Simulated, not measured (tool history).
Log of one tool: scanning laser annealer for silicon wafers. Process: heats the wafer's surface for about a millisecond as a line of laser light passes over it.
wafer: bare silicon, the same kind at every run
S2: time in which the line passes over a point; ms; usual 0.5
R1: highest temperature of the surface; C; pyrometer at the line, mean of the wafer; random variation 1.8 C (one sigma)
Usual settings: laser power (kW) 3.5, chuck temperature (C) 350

{"run": 1, "hour": 0.0, "laser power (kW)": 3.5, "S2": 0.5, "chuck temperature (C)": 350, "R1": 1022}
{"run": 2, "hour": 54.0, "laser power (kW)": 3.5, "S2": 0.5, "chuck temperature (C)": 350, "R1": 1021}
{"run": 3, "hour": 92.7, "laser power (kW)": 3.5, "S2": 0.554, "chuck temperature (C)": 350, "R1": 1052}
{"run": 4, "hour": 175.5, "laser power (kW)": 3.818, "S2": 0.5, "chuck temperature (C)": 350, "R1": 1088}
{"hour": 190.6, "done": "window over the wafer cleaned"}
{"run": 5, "hour": 243.4, "laser power (kW)": 3.818, "S2": 0.5, "chuck temperature (C)": 350, "R1": 1124}
{"run": 6, "hour": 325.6, "laser power (kW)": 3.818, "S2": 0.5, "chuck temperature (C)": 350, "R1": 1120}
{"run": 7, "hour": 397.2, "laser power (kW)": 3.818, "S2": 0.5, "chuck temperature (C)": 350, "R1": 1111}
{"run": 8, "hour": 464.0, "laser power (kW)": 3.5, "S2": 0.5, "chuck temperature (C)": 350, "R1": 1035}
{"run": 9, "hour": 534.9, "laser power (kW)": 3.5, "S2": 0.56, "chuck temperature (C)": 350, "R1": 1069}
{"run": 10, "hour": 609.7, "laser power (kW)": 3.5, "S2": 0.56, "chuck temperature (C)": 350, "R1": 1061}
{"run": 11, "hour": 686.4, "laser power (kW)": 3.5, "S2": 0.56, "chuck temperature (C)": 350, "R1": 1057}
{"run": 12, "hour": 759.0, "laser power (kW)": 3.5, "S2": 0.56, "chuck temperature (C)": 350, "R1": 1053}
{"run": 13, "hour": 850.7, "laser power (kW)": 3.5, "S2": 0.56, "chuck temperature (C)": 350, "R1": 1046}
{"hour": 866.4, "done": "window over the wafer cleaned"}
{"hour": 932.1, "done": "optics aligned, line set to its width"}
{"run": 14, "hour": 932.1, "laser power (kW)": 3.5, "S2": 0.56, "chuck temperature (C)": 350, "R1": 1096}
{"run": 15, "hour": 982.2, "laser power (kW)": 3.5, "S2": 0.56, "chuck temperature (C)": 350, "R1": 1095}
{"run": 16, "hour": 1055.2, "laser power (kW)": 3.5, "S2": 0.5, "chuck temperature (C)": 350, "R1": 1053}
{"run": 17, "hour": 1114.4, "laser power (kW)": 3.5, "S2": 0.5, "chuck temperature (C)": 350, "R1": 1049}
{"run": 18, "hour": 1181.5, "laser power (kW)": 3.5, "S2": 0.5, "chuck temperature (C)": 350, "R1": 1046}
{"run": 19, "hour": 1253.5, "laser power (kW)": 3.5, "S2": 0.5, "chuck temperature (C)": 350, "R1": 1043}
{"run": 20, "hour": 1349.2, "laser power (kW)": 3.5, "S2": 0.5, "chuck temperature (C)": 350, "R1": 1033}
{"run": 21, "hour": 1396.4, "laser power (kW)": 3.791, "S2": 0.5, "chuck temperature (C)": 322, "R1": 1073}
{"run": 22, "hour": 1491.0, "laser power (kW)": 3.791, "S2": 0.5, "chuck temperature (C)": 322, "R1": 1065}
{"hour": 1543.3, "done": "window over the wafer cleaned"}
{"run": 23, "hour": 1543.3, "laser power (kW)": 3.168, "S2": 0.359, "chuck temperature (C)": 326, "R1": 867}
{"run": 24, "hour": 1615.9, "laser power (kW)": 3.459, "S2": 0.5, "chuck temperature (C)": 346, "R1": 1040}
{"run": 25, "hour": 1671.3, "laser power (kW)": 3.459, "S2": 0.5, "chuck temperature (C)": 320, "R1": 1008}

Run 26 comes next. What will it give?
{"run": 26, "hour": 1739.4, "laser power (kW)": 3.643, "S2": 0.5, "chuck temperature (C)": 315, "R1": "?"}

{"run 26": {"R1": 1046}}
Without the tool's hidden state the same run would have given R1 1057 C.
